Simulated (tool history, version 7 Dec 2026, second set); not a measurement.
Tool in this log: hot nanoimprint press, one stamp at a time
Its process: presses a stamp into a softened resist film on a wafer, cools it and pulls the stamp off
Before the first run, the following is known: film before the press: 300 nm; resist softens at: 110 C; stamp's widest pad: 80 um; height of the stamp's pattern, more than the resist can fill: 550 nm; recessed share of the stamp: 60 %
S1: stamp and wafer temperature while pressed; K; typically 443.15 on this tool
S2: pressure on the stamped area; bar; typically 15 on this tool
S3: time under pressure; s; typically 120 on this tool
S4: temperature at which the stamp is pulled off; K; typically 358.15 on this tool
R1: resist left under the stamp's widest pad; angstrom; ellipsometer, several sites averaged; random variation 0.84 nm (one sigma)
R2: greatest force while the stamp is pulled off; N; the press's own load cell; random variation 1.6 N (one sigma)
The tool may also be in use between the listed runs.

Run 1, day 0: usual settings. Result: R1 1785 angstrom, R2 205 N.
Run 2, day 0.954: usual settings but S3 162 s. Result: R1 1639 angstrom, R2 206 N.
Run 3, day 1.625: usual settings but S3 162 s. Result: R1 1641 angstrom, R2 202 N.
Run 4, day 2.512: usual settings. Result: R1 1768 angstrom, R2 205 N.
Run 5, day 3.625: usual settings. Result: R1 1784 angstrom, R2 203 N.
Run 6, day 4.279: usual settings. Result: R1 1757 angstrom, R2 201 N.
Run 7, day 4.933: usual settings. Result: R1 1773 angstrom, R2 202 N.
Run 8, day 6.25: usual settings but S2 22.1 bar. Result: R1 1446 angstrom, R2 203 N.
Run 9, day 6.992: usual settings but S2 22.1 bar. Result: R1 1442 angstrom, R2 203 N.
Run 10, day 7.775: usual settings but S1 447.15 K, S2 9.9 bar. Result: R1 1896 angstrom, R2 202 N.
Run 11, day 8.479: usual settings but S1 451.15 K, S2 14.3 bar, S3 167 s, S4 351.15 K. Result: R1 1250 angstrom, R2 219 N.
Run 12, day 9.3: usual settings but S1 451.15 K, S2 14.3 bar, S3 167 s, S4 351.15 K. Result: R1 1249 angstrom, R2 223 N.
Run 13, day 9.933: usual settings but S1 451.15 K, S2 14.3 bar, S3 167 s, S4 351.15 K. Result: R1 1256 angstrom, R2 221 N.
Run 14, day 10.817: usual settings but S1 451.15 K, S2 14.3 bar, S3 167 s, S4 351.15 K. Result: R1 1253 angstrom, R2 219 N.
Run 15, day 11.458: usual settings but S1 451.15 K, S2 14.3 bar, S3 167 s, S4 351.15 K. Result: R1 1257 angstrom, R2 220 N.
Run 16, day 12.183: usual settings but S1 445.15 K, S3 142 s. Result: R1 1562 angstrom, R2 206 N.
Run 17, day 12.992: usual settings but S4 365.15 K. Result: R1 1744 angstrom, R2 185 N.
Run 18, day 13.462: usual settings but S4 365.15 K. Result: R1 1760 angstrom, R2 186 N.

Not shown here: 1 entry made in the log between runs. Locate each between two listed runs and compare the hidden state at the listed run before it with the hidden state at the listed run after it:
From run 7 to run 8: stamp cleaned and given a new release coat (day 5.704)
  grip of the stamp's worn release coat, % over a new coat's: 0.4 -> 0; drift of the gauge itself on residual_nm, %: -0.66 -> -0.8
  measured minus no-state result, R1: -13 -> -12 angstrom

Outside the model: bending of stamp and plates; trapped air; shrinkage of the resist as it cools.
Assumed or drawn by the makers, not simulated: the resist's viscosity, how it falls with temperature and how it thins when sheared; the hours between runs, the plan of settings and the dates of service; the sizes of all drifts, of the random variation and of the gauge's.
